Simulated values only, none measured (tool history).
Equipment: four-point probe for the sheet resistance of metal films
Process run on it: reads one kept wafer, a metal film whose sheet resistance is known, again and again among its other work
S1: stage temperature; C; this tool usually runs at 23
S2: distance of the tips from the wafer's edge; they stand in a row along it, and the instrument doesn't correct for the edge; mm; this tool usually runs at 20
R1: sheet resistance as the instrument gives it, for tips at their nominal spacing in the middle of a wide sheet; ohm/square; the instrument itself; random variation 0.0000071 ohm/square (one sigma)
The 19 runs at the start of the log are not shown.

run,hour,S1,S2,R1
20,280.9,23,7,0.035592
21,290.5,23,8,0.035565
# hour 292.7: stage's thermometer calibrated
22,299.5,33,5,0.035771
23,315.6,33,5,0.035766
24,326.9,33,5,0.035780
25,345.5,33,5,0.035778
# hour 353.5: stage's thermometer calibrated, once more
26,360.5,33,5,0.035737
27,373.5,23,22,0.035490
28,383.5,23,22,0.035497
29,392.3,32,28,0.035569
30,403.4,24,4,0.035804
31,417.8,23,21,0.035503
32,428.8,35,12,0.035623
33,437.3,35,11,0.035649

Alternative continuations, all from the tool just after run 33; predict every row:
A,453.8,32,20,?
B,453.8,24,20,?
C,453.8,28,13,?
D,453.8,19,5,?

run,R1
A,0.035582
B,0.035512
C,0.035558
D,0.035645
Without the tool's hidden state the same runs would have given:
run,R1
A,0.035484
B,0.035415
C,0.035461
D,0.035548
